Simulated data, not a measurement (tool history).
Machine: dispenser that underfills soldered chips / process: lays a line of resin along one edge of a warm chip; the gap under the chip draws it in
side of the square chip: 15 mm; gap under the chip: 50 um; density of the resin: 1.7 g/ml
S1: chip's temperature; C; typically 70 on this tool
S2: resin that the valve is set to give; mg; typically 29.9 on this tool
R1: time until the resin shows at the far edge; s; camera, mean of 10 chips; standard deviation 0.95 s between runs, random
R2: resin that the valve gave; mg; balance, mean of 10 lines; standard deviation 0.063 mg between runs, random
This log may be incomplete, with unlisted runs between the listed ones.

run,hour,S1,S2,R1,R2
1,0.0,70,29.9,89.0,29.60
2,3.6,70,29.9,95.6,29.53
3,7.6,70,29.9,104.7,29.46
# hour 10.0: new syringe of resin
4,11.4,84,29.9,55.3,29.42
5,15.1,84,29.9,59.3,29.44
# hour 19.9: new syringe of resin
6,20.4,64,29.9,114.5,29.33
7,27.1,64,29.9,128.5,29.24
# hour 29.4: new syringe of resin
8,30.4,64,32.8,113.6,32.11
9,34.6,77,30.4,75.5,29.66
10,38.1,77,30.4,80.3,29.58
# hour 39.2: new syringe of resin
11,44.7,77,30.4,77.2,29.61
# hour 47.2: dispensing valve cleaned and set on the balance
# hour 49.8: new syringe of resin
12,52.0,61,31.8,130.0,31.61
13,57.2,69,29.9,105.4,29.65
# hour 59.3: new syringe of resin
14,63.3,78,37.4,70.0,37.01
# hour 68.9: new syringe of resin
15,70.0,66,30.2,105.1,29.79
16,73.7,66,30.2,113.2,29.74

Here are 3 independent what-if runs from the current tool condition. What would each one return?
# hour 78.5: new syringe of resin
A,78.5,63,29.9,?,?
# hour 78.5: new syringe of resin
B,78.5,70,28.7,?,?
# hour 78.5: new syringe of resin
C,78.5,58,29.9,?,?

run,R1,R2
A,118.0,29.45
B,88.5,28.30
C,144.8,29.29
The same runs, with their run-to-run variation unchanged, on a tool lacking any hidden condition would have given:
run,R1,R2
A,120.8,29.94
B,90.4,28.77
C,148.3,29.78

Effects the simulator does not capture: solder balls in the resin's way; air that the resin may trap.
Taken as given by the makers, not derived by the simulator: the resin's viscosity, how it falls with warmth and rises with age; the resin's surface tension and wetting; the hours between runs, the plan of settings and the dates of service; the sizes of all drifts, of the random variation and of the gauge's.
